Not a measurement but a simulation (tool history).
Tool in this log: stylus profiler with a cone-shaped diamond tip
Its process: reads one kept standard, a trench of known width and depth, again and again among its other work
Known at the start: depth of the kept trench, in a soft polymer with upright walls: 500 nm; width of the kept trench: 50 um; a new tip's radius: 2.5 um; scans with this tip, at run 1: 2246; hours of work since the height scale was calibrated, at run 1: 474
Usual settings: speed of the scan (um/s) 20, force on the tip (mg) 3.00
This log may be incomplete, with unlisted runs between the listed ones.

run	day	speed of the scan (um/s)	force on the tip (mg)	scans with this tip	hours of work since the height scale was calibrated	depth of the trench (Å)	width of the trench's floor (nm)
1	0.000	20	3.00	2246	474	5083.9	46810
2	1.204	20	3.00	2309	488	5083.5	46780
3	2.275	20	3.00	2365	500	5084.2	46830
4	3.446	20	4.72	2426	513	5110.6	46870
5	4.488	20	4.72	2480	524	5113.4	46830
6	5.521	20	4.72	2534	536	5111.4	46820
7	6.246	19	4.72	2572	544	5109.3	46800
8	7.079	19	4.72	2616	553	5110.1	46830
9	8.025	19	4.72	2665	563	5110.9	46820
# day 8.146: height scale calibrated on a step standard
10	9.438	19	4.72	2738	14	5116.8	46810
11	10.612	20	3.00	2800	27	5094.1	46810
12	11.542	20	3.00	2848	38	5093.2	46770
13	12.829	20	2.32	2916	52	5083.3	46760
14	14.088	13	3.00	2981	66	5094.1	46790
15	15.358	13	3.00	3048	80	5094.4	46830
# day 15.617: height scale calibrated on a step standard, once more
16	16.654	13	3.00	3115	11	5070.7	46830
17	17.500	15	6.01	3159	21	5112.7	46840
18	18.962	41	4.78	3235	37	5097.3	46680
19	19.583	32	4.29	3268	44	5091.5	46770
20	20.758	9	4.42	3329	57	5095.7	46770
21	21.921	9	1.68	3390	70	5047.8	46780
22	23.333	36	2.28	3464	85	5061.8	46650
23	24.104	29	1.99	3504	94	5055.3	46650

Below are 3 alternative next runs, each starting from the tool's condition after run 23. Predict each:
A	25.408	33	1.18	3573	108	?	?
B	25.408	20	6.29	3573	108	?	?
C	25.408	9	1.99	3573	108	?	?

run	depth of the trench (Å)	width of the trench's floor (nm)
A	5040.3	46600
B	5120.4	46780
C	5058.8	46810
Had the tool no hidden state, the same runs would have come out as:
run	depth of the trench (Å)	width of the trench's floor (nm)
A	5037.6	46760
B	5117.7	46950
C	5056.0	46980

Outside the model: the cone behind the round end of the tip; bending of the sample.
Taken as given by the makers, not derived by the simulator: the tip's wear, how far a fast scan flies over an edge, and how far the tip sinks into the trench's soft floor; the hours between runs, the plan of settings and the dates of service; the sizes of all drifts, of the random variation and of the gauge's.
